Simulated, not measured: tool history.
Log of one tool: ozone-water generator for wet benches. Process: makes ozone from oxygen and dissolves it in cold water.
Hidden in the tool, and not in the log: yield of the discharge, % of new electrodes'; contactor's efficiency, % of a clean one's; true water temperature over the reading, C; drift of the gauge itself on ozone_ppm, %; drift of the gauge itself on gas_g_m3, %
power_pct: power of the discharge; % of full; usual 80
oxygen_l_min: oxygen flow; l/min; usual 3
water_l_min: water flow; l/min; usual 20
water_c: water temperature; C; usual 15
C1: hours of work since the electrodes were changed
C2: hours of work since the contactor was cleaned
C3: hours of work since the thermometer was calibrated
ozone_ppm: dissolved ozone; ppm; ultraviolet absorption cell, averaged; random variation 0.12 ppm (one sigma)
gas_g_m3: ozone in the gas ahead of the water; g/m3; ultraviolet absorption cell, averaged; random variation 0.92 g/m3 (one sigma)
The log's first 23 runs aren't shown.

{"run": 24, "day": 38.512, "power_pct": 80, "oxygen_l_min": 2.56, "water_l_min": 20, "water_c": 17, "C1": 1379, "C2": 3385, "C3": 1379, "ozone_ppm": 10.4, "gas_g_m3": 163.9}
{"run": 25, "day": 40.471, "power_pct": 80, "oxygen_l_min": 2.92, "water_l_min": 12, "water_c": 15, "C1": 1420, "C2": 3425, "C3": 1420, "ozone_ppm": 18, "gas_g_m3": 153.9}
{"run": 26, "day": 42.425, "power_pct": 90, "oxygen_l_min": 3, "water_l_min": 20, "water_c": 15, "C1": 1460, "C2": 3465, "C3": 1460, "ozone_ppm": 12.2, "gas_g_m3": 165.9}
{"run": 27, "day": 43.525, "power_pct": 76, "oxygen_l_min": 2.02, "water_l_min": 16, "water_c": 15, "C1": 1483, "C2": 3488, "C3": 1483, "ozone_ppm": 11.8, "gas_g_m3": 172.8}
{"run": 28, "day": 44.85, "power_pct": 76, "oxygen_l_min": 2.02, "water_l_min": 16, "water_c": 15, "C1": 1510, "C2": 3515, "C3": 1510, "ozone_ppm": 11.8, "gas_g_m3": 170.6}
{"run": 29, "day": 46.633, "power_pct": 76, "oxygen_l_min": 2.02, "water_l_min": 16, "water_c": 15, "C1": 1546, "C2": 3552, "C3": 1546, "ozone_ppm": 11.9, "gas_g_m3": 173.5}
{"run": 30, "day": 48.554, "power_pct": 61, "oxygen_l_min": 2.02, "water_l_min": 16, "water_c": 15, "C1": 1586, "C2": 3591, "C3": 1586, "ozone_ppm": 10.2, "gas_g_m3": 147.3}
{"run": 31, "day": 50.833, "power_pct": 61, "oxygen_l_min": 3.67, "water_l_min": 16, "water_c": 15, "C1": 1633, "C2": 3638, "C3": 1633, "ozone_ppm": 12.1, "gas_g_m3": 118.1}
{"run": 32, "day": 52.617, "power_pct": 58, "oxygen_l_min": 1.71, "water_l_min": 16, "water_c": 10, "C1": 1670, "C2": 3675, "C3": 1670, "ozone_ppm": 9.6, "gas_g_m3": 152.8}
{"run": 33, "day": 54.562, "power_pct": 93, "oxygen_l_min": 1.71, "water_l_min": 17, "water_c": 10, "C1": 1710, "C2": 3715, "C3": 1710, "ozone_ppm": 12.4, "gas_g_m3": 210.1}

3 ways to go on from here, each from the tool as it stands after run 33. What would each give?
{"run": "A", "day": 55.592, "power_pct": 70, "oxygen_l_min": 1.71, "water_l_min": 17, "water_c": 10, "C1": 1731, "C2": 3736, "C3": 1731, "ozone_ppm": "?", "gas_g_m3": "?"}
{"run": "B", "day": 55.592, "power_pct": 80, "oxygen_l_min": 2.27, "water_l_min": 20, "water_c": 15, "C1": 1731, "C2": 3736, "C3": 1731, "ozone_ppm": "?", "gas_g_m3": "?"}
{"run": "C", "day": 55.592, "power_pct": 47, "oxygen_l_min": 3, "water_l_min": 20, "water_c": 15, "C1": 1731, "C2": 3736, "C3": 1731, "ozone_ppm": "?", "gas_g_m3": "?"}

run=A ozone_ppm=10.1 gas_g_m3=174.2
run=B ozone_ppm=9.9 gas_g_m3=170
run=C ozone_ppm=7.8 gas_g_m3=106.8
Without the tool's hidden state the same runs would have given:
run=A ozone_ppm=10.2 gas_g_m3=174.3
run=B ozone_ppm=9.9 gas_g_m3=170.1
run=C ozone_ppm=7.8 gas_g_m3=106.9

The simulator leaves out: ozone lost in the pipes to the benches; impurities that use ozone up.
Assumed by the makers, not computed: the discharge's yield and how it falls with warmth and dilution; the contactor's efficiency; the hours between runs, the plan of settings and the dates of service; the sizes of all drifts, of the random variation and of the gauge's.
